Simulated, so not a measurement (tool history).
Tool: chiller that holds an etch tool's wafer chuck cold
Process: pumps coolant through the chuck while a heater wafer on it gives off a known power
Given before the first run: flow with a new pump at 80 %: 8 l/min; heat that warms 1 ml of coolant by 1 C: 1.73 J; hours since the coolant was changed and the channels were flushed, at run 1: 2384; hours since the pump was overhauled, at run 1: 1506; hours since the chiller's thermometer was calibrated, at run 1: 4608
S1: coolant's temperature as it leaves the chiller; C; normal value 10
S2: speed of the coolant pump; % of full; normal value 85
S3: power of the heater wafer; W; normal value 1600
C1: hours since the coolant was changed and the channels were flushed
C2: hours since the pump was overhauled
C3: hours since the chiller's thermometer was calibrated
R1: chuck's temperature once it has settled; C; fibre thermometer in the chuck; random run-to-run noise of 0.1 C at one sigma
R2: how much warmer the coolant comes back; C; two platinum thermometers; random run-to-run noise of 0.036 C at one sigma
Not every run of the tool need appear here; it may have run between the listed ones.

Run 1, day 0: usual settings; C1 2384; C2 1506; C3 4608. Result: R1 25.1 C, R2 6.58 C.
Run 2, day 0.817: usual settings; C1 2403; C2 1525; C3 4628. Result: R1 25.1 C, R2 6.49 C.
Run 3, day 1.75: usual settings; C1 2426; C2 1548; C3 4650. Result: R1 25 C, R2 6.5 C.
Run 4, day 2.892: usual settings; C1 2453; C2 1575; C3 4678. Result: R1 25 C, R2 6.59 C.
Run 5, day 4.683: usual settings but S2 69 % of full; C1 2496; C2 1618; C3 4721. Result: R1 27.8 C, R2 8.05 C.
Run 6, day 6.012: usual settings but S2 69 % of full; C1 2528; C2 1650; C3 4753. Result: R1 27.7 C, R2 8.03 C.
Run 7, day 6.788: usual settings; C1 2547; C2 1669; C3 4771. Result: R1 25 C, R2 6.58 C.
Run 8, day 8.067: usual settings; C1 2578; C2 1699; C3 4802. Result: R1 25.2 C, R2 6.58 C.
Run 9, day 9.592: usual settings; C1 2614; C2 1736; C3 4839. Result: R1 25.2 C, R2 6.6 C.
Run 10, day 10.829: usual settings; C1 2644; C2 1766; C3 4868. Result: R1 25.2 C, R2 6.62 C.
Run 11, day 12.179: usual settings but S2 96 % of full; C1 2676; C2 1798; C3 4901. Result: R1 23.7 C, R2 5.86 C.
Run 12, day 13.988: usual settings; C1 2720; C2 1842; C3 4944. Result: R1 25.2 C, R2 6.58 C.
Run 13, day 14.892: usual settings; C1 2741; C2 1863; C3 4966. Result: R1 25.2 C, R2 6.63 C.
At day 15.308: chiller's thermometer calibrated.
Run 14, day 16.058: usual settings but S1 3 C; C1 2768; C2 1890; C3 18. Result: R1 18.2 C, R2 6.71 C.
Run 15, day 17.025: usual settings but S3 1895 W; C1 2791; C2 1913; C3 41. Result: R1 28.1 C, R2 7.88 C.
Run 16, day 18.358: usual settings but S3 1895 W; C1 2823; C2 1945; C3 73. Result: R1 27.9 C, R2 7.87 C.
Run 17, day 19.338: usual settings but S3 1895 W; C1 2847; C2 1969; C3 97. Result: R1 27.8 C, R2 7.89 C.
Run 18, day 21.033: usual settings but S1 7 C, S2 92 % of full, S3 1623 W; C1 2888; C2 2010; C3 137. Result: R1 21.4 C, R2 6.24 C.
Run 19, day 22.408: usual settings but S1 6 C, S2 66 % of full, S3 1104 W; C1 2921; C2 2043; C3 170. Result: R1 18.7 C, R2 6.02 C.
Run 20, day 23.983: usual settings but S1 7 C, S2 69 % of full; C1 2958; C2 2080; C3 208. Result: R1 24.9 C, R2 8.26 C.
Run 21, day 25.625: usual settings but S1 7 C, S2 69 % of full, S3 1500 W; C1 2998; C2 2120; C3 248. Result: R1 23.7 C, R2 7.75 C.
Run 22, day 26.742: usual settings but S1 8 C, S2 69 % of full, S3 1500 W; C1 3025; C2 2147; C3 274. Result: R1 24.7 C, R2 7.84 C.
Run 23, day 28.279: usual settings but S1 8 C, S2 69 % of full, S3 1500 W; C1 3062; C2 2183; C3 311. Result: R1 24.5 C, R2 7.72 C.
Run 24, day 29.567: usual settings but S2 67 % of full, S3 1884 W; C1 3092; C2 2214; C3 342. Result: R1 31.3 C, R2 9.98 C.
Run 25, day 30.546: usual settings but S2 67 % of full, S3 1884 W; C1 3116; C2 2238; C3 366. Result: R1 31.4 C, R2 10.1 C.
Run 26, day 31.396: usual settings but S2 71 % of full, S3 913 W; C1 3136; C2 2258; C3 386. Result: R1 19.7 C, R2 4.66 C.
Run 27, day 33.092: usual settings but S1 6 C, S2 80 % of full, S3 876 W; C1 3177; C2 2299; C3 427. Result: R1 14.7 C, R2 4.07 C.
Run 28, day 34.279: usual settings but S2 70 % of full; C1 3206; C2 2328; C3 455. Result: R1 27.6 C, R2 8.22 C.
Run 29, day 35.404: usual settings but S2 70 % of full; C1 3233; C2 2354; C3 482. Result: R1 27.5 C, R2 8.23 C.

Predict the results of run 30:
Run 30, day 36.958: usual settings but S2 99 % of full, S3 2035 W; C1 3270; C2 2392; C3 520. Result: R1 ?, R2 ?.

R1: 27.1 C
R2: 7.34 C
With the hidden condition absent and the run-to-run variation left alone, this run would have shown R1 27 C, R2 7.05 C.
